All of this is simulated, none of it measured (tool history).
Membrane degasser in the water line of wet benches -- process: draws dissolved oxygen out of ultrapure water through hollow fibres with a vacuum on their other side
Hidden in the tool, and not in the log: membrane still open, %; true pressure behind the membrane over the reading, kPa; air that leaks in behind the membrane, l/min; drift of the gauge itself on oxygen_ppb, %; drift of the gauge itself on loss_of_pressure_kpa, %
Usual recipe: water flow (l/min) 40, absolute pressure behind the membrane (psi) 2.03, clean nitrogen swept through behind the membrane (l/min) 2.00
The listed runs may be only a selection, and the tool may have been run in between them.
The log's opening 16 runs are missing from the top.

run,hour,water flow (l/min),absolute pressure behind the membrane (psi),clean nitrogen swept through behind the membrane (l/min),hours since the membrane was changed,hours since the vacuum gauge was calibrated,hours since the vacuum lines were made tight,dissolved oxygen in the water behind the degasser (ppb),pressure that the water loses in the fibres (psi)
17,2110.5,40,2.03,2.00,2477,1034,976,683.9,9.169
18,2219.2,53,1.73,2.72,2586,1143,1085,786.8,12.144
19,2348.1,53,1.73,2.72,2715,1271,1213,792.2,12.109
20,2472.3,53,1.73,2.72,2839,1396,1338,799.7,12.172
21,2631.9,53,1.73,2.72,2999,1555,1497,781.7,12.156
22,2703.7,53,1.73,2.72,3071,1627,1569,804.9,12.087
23,2841.7,46,2.03,1.07,3209,1765,1707,1132.8,10.556
24,2954.2,28,2.61,3.77,3321,1877,1819,341.9,6.466

What will run 25 give?
25,3048.1,26,2.94,0.81,3415,1971,1913,?,?

{"run 25": {"dissolved oxygen in the water behind the degasser (ppb)": 1065.5, "pressure that the water loses in the fibres (psi)": 5.997}}
Had the tool carried no hidden state, the very same run would have given dissolved oxygen in the water behind the degasser (ppb) 1058.5, pressure that the water loses in the fibres (psi) 5.944.
